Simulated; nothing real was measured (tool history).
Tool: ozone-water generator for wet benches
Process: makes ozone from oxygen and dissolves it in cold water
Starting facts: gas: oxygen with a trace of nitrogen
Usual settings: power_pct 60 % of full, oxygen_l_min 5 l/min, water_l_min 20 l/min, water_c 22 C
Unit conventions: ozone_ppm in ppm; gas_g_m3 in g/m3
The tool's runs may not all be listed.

| run | hour | power_pct | oxygen_l_min | water_l_min | water_c | ozone_ppm | gas_g_m3 |
|---|---|---|---|---|---|---|---|
| 1 | 0 | 60 | 5 | 20 | 22 | 18 | 197.2 |
| 2 | 44.1 | 60 | 5 | 20 | 22 | 18.2 | 197.6 |
| 3 | 98.1 | 60 | 3.54 | 20 | 22 | 17.5 | 237.2 |
| 4 | 185.6 | 60 | 6.34 | 20 | 22 | 17.8 | 173.4 |
| 5 | 251.1 | 60 | 5 | 20 | 22 | 18.5 | 197.4 |
| 6 | 334.2 | 60 | 5 | 20 | 22 | 17.8 | 196.4 |
| 7 | 413.7 | 60 | 5 | 20 | 22 | 18.3 | 197.1 |
| 8 | 468.7 | 60 | 5 | 20 | 22 | 18.1 | 199 |
| 9 | 560 | 60 | 5 | 20 | 22 | 17.9 | 197.3 |
| 10 | 619.4 | 60 | 5 | 13 | 22 | 25.8 | 198 |
| 11 | 676.2 | 60 | 5 | 13 | 22 | 26.1 | 197.3 |
| 12 | 758.5 | 60 | 5 | 19 | 22 | 19.2 | 198 |
| 13 | 837.1 | 60 | 5 | 19 | 22 | 18.9 | 196.6 |
| 14 | 878.9 | 60 | 5 | 20 | 22 | 18.1 | 196.9 |
| 15 | 942.8 | 60 | 5 | 20 | 22 | 18 | 199.4 |
| 16 | 993.8 | 60 | 5 | 20 | 22 | 18.1 | 197.9 |
| 17 | 1085.2 | 60 | 5 | 20 | 28 | 16.5 | 195.6 |
| 18 | 1154.4 | 80 | 5 | 20 | 27 | 20.8 | 246.1 |
| 19 | 1229 | 80 | 5 | 20 | 27 | 20.7 | 242.4 |
| 20 | 1283.9 | 80 | 5 | 20 | 27 | 20.9 | 245.8 |
| 21 | 1324.6 | 60 | 6.23 | 20 | 22 | 18 | 176.6 |
| 22 | 1393.2 | 45 | 5 | 20 | 22 | 14.3 | 157.7 |
| 23 | 1467.3 | 45 | 5 | 20 | 22 | 14.4 | 157.2 |
| 24 | 1536.1 | 47 | 5.56 | 20 | 19 | 15.6 | 153.4 |
| 25 | 1607.6 | 97 | 5 | 13 | 18 | 40.4 | 284.1 |
| 26 | 1669.6 | 91 | 4.74 | 14 | 16 | 37.9 | 279.2 |
| 27 | 1720.2 | 91 | 4.74 | 14 | 16 | 37.6 | 279.6 |
| 28 | 1797.4 | 60 | 5 | 20 | 19 | 18.7 | 194.4 |
| 29 | 1857.6 | 60 | 2.64 | 20 | 22 | 16.7 | 270.8 |
| 30 | 1905.5 | 60 | 4.2 | 20 | 22 | 17.7 | 214.2 |
| 31 | 1958.5 | 60 | 5.94 | 20 | 22 | 18.1 | 179.7 |
| 32 | 2047 | 60 | 5 | 20 | 25 | 17.2 | 197.2 |

Not shown here: 1 entry made in the log between runs. Locate each between two listed runs and compare the hidden state at the listed run before it with the hidden state at the listed run after it:
Run 23 -> run 24: water thermometer calibrated (hour 1510.4)
  true water temperature over the reading, C: 0.01 -> 0
